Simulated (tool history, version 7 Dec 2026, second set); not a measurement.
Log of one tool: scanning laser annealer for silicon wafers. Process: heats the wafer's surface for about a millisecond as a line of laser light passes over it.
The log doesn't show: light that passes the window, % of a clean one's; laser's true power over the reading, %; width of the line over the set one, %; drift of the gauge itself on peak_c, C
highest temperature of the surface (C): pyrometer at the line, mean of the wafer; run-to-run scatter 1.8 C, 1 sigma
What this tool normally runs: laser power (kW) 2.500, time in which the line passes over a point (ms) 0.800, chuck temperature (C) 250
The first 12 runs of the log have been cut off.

run,hour,laser power (kW),time in which the line passes over a point (ms),chuck temperature (C),hours of work since the window was cleaned,hours of work since the power meter was calibrated,hours of work since the optics were aligned,highest temperature of the surface (C)
13,367.7,2.500,0.662,250,118,871,1096,927
14,409.8,2.500,0.662,221,148,900,1126,897
15,452.6,2.500,0.662,221,177,930,1155,888
16,475.6,2.500,0.800,279,193,945,1171,1003
17,503.5,2.500,0.800,244,213,965,1191,966
18,543.6,2.477,0.892,263,241,993,1218,1005
19,584.1,2.666,0.892,263,269,1021,1246,1079
20,605.1,2.666,0.892,263,283,1035,1261,1074
21,636.4,2.649,0.892,249,305,1057,1283,1053
22,678.4,2.472,0.576,285,334,1086,1312,891
# hour 688.9: optics aligned, line set to its width
23,722.0,2.472,0.576,285,361,1113,23,901
24,743.3,2.472,0.576,285,376,1128,38,900
25,785.6,2.472,0.576,285,405,1157,67,898
26,810.2,2.472,0.576,285,422,1174,84,893
# hour 834.5: window over the wafer cleaned
27,852.2,2.472,0.897,285,12,1202,112,1066
28,881.5,2.477,0.857,237,33,1222,132,1005
29,917.0,2.477,0.857,237,57,1247,157,999
30,952.0,2.477,0.857,237,82,1271,181,997
31,978.1,2.477,0.857,237,100,1290,199,997

Forecast each of these 4 alternatives for the next run:
A,1009.5,2.574,0.995,230,122,1311,221,?
B,1009.5,2.377,0.761,276,122,1311,221,?
C,1009.5,2.396,0.800,250,122,1311,221,?
D,1009.5,2.418,0.977,283,122,1311,221,?

run,highest temperature of the surface (C)
A,1075
B,957
C,953
D,1057
Take away the tool's hidden state, keep each run's random variation, and the runs would have read:
run,highest temperature of the surface (C)
A,1092
B,971
C,967
D,1072
